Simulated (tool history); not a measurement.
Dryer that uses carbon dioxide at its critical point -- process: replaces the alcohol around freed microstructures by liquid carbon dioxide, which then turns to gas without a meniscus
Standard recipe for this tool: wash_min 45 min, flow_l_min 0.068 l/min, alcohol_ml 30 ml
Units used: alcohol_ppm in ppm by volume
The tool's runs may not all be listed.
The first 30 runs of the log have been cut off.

{"run": 31, "day": 12.154, "wash_min": 30, "flow_l_min": 0.0546, "alcohol_ml": 29, "alcohol_ppm": 4917}
{"run": 32, "day": 12.4, "wash_min": 30, "flow_l_min": 0.0546, "alcohol_ml": 29, "alcohol_ppm": 4951}
{"run": 33, "day": 12.858, "wash_min": 45, "flow_l_min": 0.0569, "alcohol_ml": 77, "alcohol_ppm": 3279}
{"run": 34, "day": 13.308, "wash_min": 51, "flow_l_min": 0.069, "alcohol_ml": 108, "alcohol_ppm": 1211}
{"run": 35, "day": 13.838, "wash_min": 45, "flow_l_min": 0.0468, "alcohol_ml": 27, "alcohol_ppm": 2284}
{"run": 36, "day": 14.371, "wash_min": 63, "flow_l_min": 0.0571, "alcohol_ml": 30, "alcohol_ppm": 443}
{"run": 37, "day": 14.771, "wash_min": 63, "flow_l_min": 0.0571, "alcohol_ml": 30, "alcohol_ppm": 444}
{"run": 38, "day": 15.038, "wash_min": 51, "flow_l_min": 0.0686, "alcohol_ml": 31, "alcohol_ppm": 498}

Branching from run 38: 3 alternative next runs. What would each branch give?
{"run": "A", "day": 15.529, "wash_min": 51, "flow_l_min": 0.0859, "alcohol_ml": 31, "alcohol_ppm": "?"}
{"run": "B", "day": 15.529, "wash_min": 52, "flow_l_min": 0.1119, "alcohol_ml": 73, "alcohol_ppm": "?"}
{"run": "C", "day": 15.529, "wash_min": 56, "flow_l_min": 0.1071, "alcohol_ml": 30, "alcohol_ppm": "?"}

run=A alcohol_ppm=277
run=B alcohol_ppm=217
run=C alcohol_ppm=196
With no hidden state in the tool, these same runs would have given:
run=A alcohol_ppm=44
run=B alcohol_ppm=15
run=C alcohol_ppm=1
